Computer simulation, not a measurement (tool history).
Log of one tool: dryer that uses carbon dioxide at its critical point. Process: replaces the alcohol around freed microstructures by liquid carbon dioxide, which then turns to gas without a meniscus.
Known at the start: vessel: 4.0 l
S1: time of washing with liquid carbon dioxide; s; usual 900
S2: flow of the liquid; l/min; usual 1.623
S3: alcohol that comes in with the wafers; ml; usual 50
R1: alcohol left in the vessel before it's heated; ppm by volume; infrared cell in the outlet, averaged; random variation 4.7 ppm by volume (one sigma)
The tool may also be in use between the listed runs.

run,day,S1,S2,S3,R1
1,0,900,1.623,50,115
2,1.462,900,1.623,50,119
3,3.554,900,1.623,50,135
4,5.288,900,1.623,50,135
5,6.204,900,1.623,50,140
6,7.833,900,1.623,50,137
7,8.704,900,1.623,50,146
8,10.333,900,1.623,50,146
9,11.267,900,1.58,59,194
10,13.179,600,1.04,112,3722
11,14.917,1200,2.25,76,51
12,15.779,1200,2.25,76,57

Forecast each of these 5 alternatives for the next run:
# day 17.033: inlet filter changed
A,17.492,900,1.17,41,?
# day 17.033: inlet filter changed
B,17.492,1200,2.25,40,?
# day 17.033: inlet filter changed
C,17.492,900,1.24,50,?
# day 17.033: inlet filter changed
D,17.492,1200,1.23,99,?
# day 17.033: inlet filter changed
E,17.492,1080,2.51,38,?

run,R1
A,317
B,57
C,312
D,199
E,52
Without the tool's hidden state the same runs would have given:
run,R1
A,263
B,10
C,258
D,146
E,4
